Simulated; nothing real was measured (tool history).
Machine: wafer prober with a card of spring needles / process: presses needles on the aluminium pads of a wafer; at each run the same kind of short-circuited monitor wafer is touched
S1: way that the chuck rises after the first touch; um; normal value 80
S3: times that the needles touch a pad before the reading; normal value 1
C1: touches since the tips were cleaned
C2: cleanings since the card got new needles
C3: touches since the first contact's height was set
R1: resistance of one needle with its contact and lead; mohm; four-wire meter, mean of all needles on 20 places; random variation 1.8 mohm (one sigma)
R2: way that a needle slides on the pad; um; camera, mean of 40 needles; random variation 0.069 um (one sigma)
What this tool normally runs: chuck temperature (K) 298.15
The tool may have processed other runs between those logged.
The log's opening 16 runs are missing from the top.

{"hour": 108.4, "done": "tips cleaned on abrasive film"}
{"run": 17, "hour": 110.2, "S1": 80, "chuck temperature (K)": 306.15, "S3": 1, "C1": 698, "C2": 48, "C3": 110597, "R1": 224, "R2": 20.5}
{"hour": 114.0, "done": "tips cleaned on abrasive film"}
{"run": 18, "hour": 118.9, "S1": 65, "chuck temperature (K)": 326.15, "S3": 1, "C1": 1890, "C2": 49, "C3": 113909, "R1": 277, "R2": 16.43}
{"hour": 119.7, "done": "tips cleaned on abrasive film"}
{"run": 19, "hour": 123.4, "S1": 65, "chuck temperature (K)": 326.15, "S3": 1, "C1": 1413, "C2": 50, "C3": 115614, "R1": 267, "R2": 16.48}
{"hour": 125.6, "done": "tips cleaned on abrasive film"}
{"run": 20, "hour": 129.9, "S1": 65, "chuck temperature (K)": 326.15, "S3": 1, "C1": 1659, "C2": 51, "C3": 118067, "R1": 276, "R2": 16.4}
{"hour": 131.3, "done": "tips cleaned on abrasive film"}
{"run": 21, "hour": 136.2, "S1": 83, "chuck temperature (K)": 326.15, "S3": 1, "C1": 1883, "C2": 52, "C3": 120474, "R1": 246, "R2": 21.18}
{"hour": 136.9, "done": "tips cleaned on abrasive film"}
{"run": 22, "hour": 140.7, "S1": 83, "chuck temperature (K)": 326.15, "S3": 1, "C1": 1437, "C2": 53, "C3": 122160, "R1": 237, "R2": 21.16}
{"hour": 142.9, "done": "tips cleaned on abrasive film"}
{"run": 23, "hour": 145.2, "S1": 83, "chuck temperature (K)": 326.15, "S3": 1, "C1": 900, "C2": 54, "C3": 123877, "R1": 224, "R2": 21.13}
{"hour": 148.7, "done": "tips cleaned on abrasive film"}
{"run": 24, "hour": 150.8, "S1": 84, "chuck temperature (K)": 301.15, "S3": 1, "C1": 797, "C2": 55, "C3": 125979, "R1": 221, "R2": 21.41}
{"hour": 154.2, "done": "tips cleaned on abrasive film"}
{"hour": 159.5, "done": "tips cleaned on abrasive film"}
{"run": 25, "hour": 160.3, "S1": 84, "chuck temperature (K)": 301.15, "S3": 1, "C1": 298, "C2": 57, "C3": 129577, "R1": 209, "R2": 21.33}
{"hour": 161.9, "done": "height of the first contact set anew"}
{"hour": 165.7, "done": "tips cleaned on abrasive film"}
{"run": 26, "hour": 170.0, "S1": 74, "chuck temperature (K)": 331.15, "S3": 2, "C1": 1666, "C2": 58, "C3": 3077, "R1": 230, "R2": 19.72}
{"hour": 171.5, "done": "tips cleaned on abrasive film"}
{"run": 27, "hour": 175.9, "S1": 71, "chuck temperature (K)": 331.15, "S3": 2, "C1": 1702, "C2": 59, "C3": 5300, "R1": 231, "R2": 19.08}
{"hour": 177.4, "done": "tips cleaned on abrasive film"}
{"run": 28, "hour": 181.2, "S1": 71, "chuck temperature (K)": 331.15, "S3": 2, "C1": 1473, "C2": 60, "C3": 7318, "R1": 234, "R2": 18.94}
{"hour": 183.4, "done": "tips cleaned on abrasive film"}
{"hour": 188.8, "done": "tips cleaned on abrasive film"}
{"run": 29, "hour": 190.7, "S1": 80, "chuck temperature (K)": 306.15, "S3": 1, "C1": 731, "C2": 62, "C3": 10914, "R1": 218, "R2": 21.26}
{"hour": 194.5, "done": "tips cleaned on abrasive film"}
{"run": 30, "hour": 197.6, "S1": 63, "chuck temperature (K)": 306.15, "S3": 1, "C1": 1189, "C2": 63, "C3": 13525, "R1": 251, "R2": 16.71}
{"hour": 200.3, "done": "tips cleaned on abrasive film"}
{"run": 31, "hour": 203.5, "S1": 71, "chuck temperature (K)": 298.15, "S3": 2, "C1": 1250, "C2": 64, "C3": 15770, "R1": 223, "R2": 18.86}

Consider 5 possible next runs. They are alternatives, not a sequence: every one starts from the tool as it was left by run 31. What does each give?
{"hour": 205.8, "done": "tips cleaned on abrasive film"}
{"run": "A", "hour": 207.9, "S1": 72, "chuck temperature (K)": 383.15, "S3": 1, "C1": 814, "C2": 65, "C3": 17406, "R1": "?", "R2": "?"}
{"hour": 205.8, "done": "tips cleaned on abrasive film"}
{"run": "B", "hour": 207.9, "S1": 97, "chuck temperature (K)": 319.15, "S3": 2, "C1": 814, "C2": 65, "C3": 17406, "R1": "?", "R2": "?"}
{"hour": 205.8, "done": "tips cleaned on abrasive film"}
{"run": "C", "hour": 207.9, "S1": 99, "chuck temperature (K)": 298.15, "S3": 1, "C1": 814, "C2": 65, "C3": 17406, "R1": "?", "R2": "?"}
{"hour": 205.8, "done": "tips cleaned on abrasive film"}
{"run": "D", "hour": 207.9, "S1": 79, "chuck temperature (K)": 298.15, "S3": 3, "C1": 814, "C2": 65, "C3": 17406, "R1": "?", "R2": "?"}
{"hour": 205.8, "done": "tips cleaned on abrasive film"}
{"run": "E", "hour": 207.9, "S1": 71, "chuck temperature (K)": 300.15, "S3": 2, "C1": 814, "C2": 65, "C3": 17406, "R1": "?", "R2": "?"}

run=A R1=242 R2=19.11
run=B R1=204 R2=25.88
run=C R1=207 R2=26.3
run=D R1=203 R2=20.89
run=E R1=214 R2=18.73
Without the tool's hidden state the same runs would have given:
run=A R1=215 R2=19.26
run=B R1=193 R2=26.04
run=C R1=190 R2=26.46
run=D R1=193 R2=21.05
run=E R1=194 R2=18.89
